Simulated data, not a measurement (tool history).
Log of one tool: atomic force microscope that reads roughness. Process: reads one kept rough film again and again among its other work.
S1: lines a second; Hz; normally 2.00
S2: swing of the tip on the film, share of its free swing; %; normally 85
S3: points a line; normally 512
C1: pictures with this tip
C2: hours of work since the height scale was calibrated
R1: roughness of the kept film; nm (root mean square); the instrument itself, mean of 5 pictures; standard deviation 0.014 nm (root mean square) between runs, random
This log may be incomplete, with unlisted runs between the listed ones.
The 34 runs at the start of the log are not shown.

run     day    S1  S2   S3   C1   C2     R1
 35  11.029  1.42  57  511  107  187  3.984
 36  11.446  1.42  57  511  116  192  3.970
 37  11.808  0.63  81  285  125  197  3.773
 38  12.150  0.63  71  285  133  202  3.906
 39  12.342  1.84  83  985  137  204  3.352
 40  12.608  1.47  65  353  143  208  3.827
 41  13.058  2.92  56  325  154  214  3.741
 42  13.512  2.00  76  282  165  220  3.442
 43  13.942  2.00  76  282  175  226  3.424
 44  14.171  1.79  88  512  180  229  3.219
 45  14.492  0.55  56  567  188  233  4.061
 46  14.917  1.38  85  319  197  239  3.425
 47  15.208  1.38  85  319  204  243  3.378
 48  15.567  1.38  85  319  213  248  3.408
     15.812  -- new tip fitted
 49  15.846  3.96  81  512    1  251  2.831
 50  16.183  3.96  81  512    8  256  2.827
 51  16.617  2.00  58  512   19  261  3.887
 52  17.029  2.00  58  512   28  267  3.882

5 ways to go on from here, each from the tool as it stands after run 52. What would each give?
  A  17.446  2.00  66  512  38  273   ?
  B  17.446  0.71  85  289  38  273   ?
  C  17.446  1.28  75  340  38  273   ?
  D  17.446  1.70  65  809  38  273   ?
  E  17.446  3.04  82  307  38  273   ?

run     R1
  A  3.768
  B  3.698
  C  3.675
  D  3.876
  E  2.958
With the hidden condition removed and each run's random variation left untouched, the same runs would have given:
run     R1
  A  3.771
  B  3.701
  C  3.678
  D  3.879
  E  2.961
